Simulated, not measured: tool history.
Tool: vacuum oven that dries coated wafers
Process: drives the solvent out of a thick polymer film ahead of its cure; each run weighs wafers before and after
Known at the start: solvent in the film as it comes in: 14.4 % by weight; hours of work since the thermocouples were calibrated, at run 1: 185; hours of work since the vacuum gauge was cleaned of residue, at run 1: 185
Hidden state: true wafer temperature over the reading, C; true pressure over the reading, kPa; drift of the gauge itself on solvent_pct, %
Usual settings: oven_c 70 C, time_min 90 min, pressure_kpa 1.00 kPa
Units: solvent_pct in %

run	hour	oven_c	time_min	pressure_kpa	hours of work since the thermocouples were calibrated	hours of work since the vacuum gauge was cleaned of residue	solvent_pct
1	0.0	70	90	1.00	185	185	0.90
2	47.8	70	90	1.00	217	217	0.90
3	128.6	70	90	0.77	270	270	0.81
4	173.4	70	90	0.77	300	300	0.82
5	223.2	70	90	1.00	333	333	0.89
6	293.7	70	90	1.00	380	380	0.88
7	335.7	70	90	0.58	408	408	0.73
8	421.0	70	90	0.58	465	465	0.76
# hour 429.7: oven's thermocouples calibrated
9	489.1	70	90	1.00	39	509	0.86
10	545.3	59	90	1.00	77	546	3.60
11	583.0	68	90	1.00	102	571	1.17
# hour 595.5: oven's thermocouples calibrated, once more
12	667.9	68	90	1.00	48	626	1.29
13	726.3	81	90	1.00	87	665	0.28
14	807.6	59	90	1.00	141	719	3.75
15	858.9	59	70	2.71	175	753	5.53
16	902.6	83	137	2.77	204	782	0.62
17	962.2	57	66	0.88	244	822	5.69
18	1040.8	66	93	0.88	296	874	1.53
19	1090.5	70	109	1.00	329	907	0.66
20	1138.8	70	109	1.00	361	939	0.68

The next listed run, before its measurement:
21	1206.1	83	109	3.18	406	984	?

Run 21 gave solvent_pct 0.70 %.
Without the tool's hidden state the same run would have given solvent_pct 0.66 %.

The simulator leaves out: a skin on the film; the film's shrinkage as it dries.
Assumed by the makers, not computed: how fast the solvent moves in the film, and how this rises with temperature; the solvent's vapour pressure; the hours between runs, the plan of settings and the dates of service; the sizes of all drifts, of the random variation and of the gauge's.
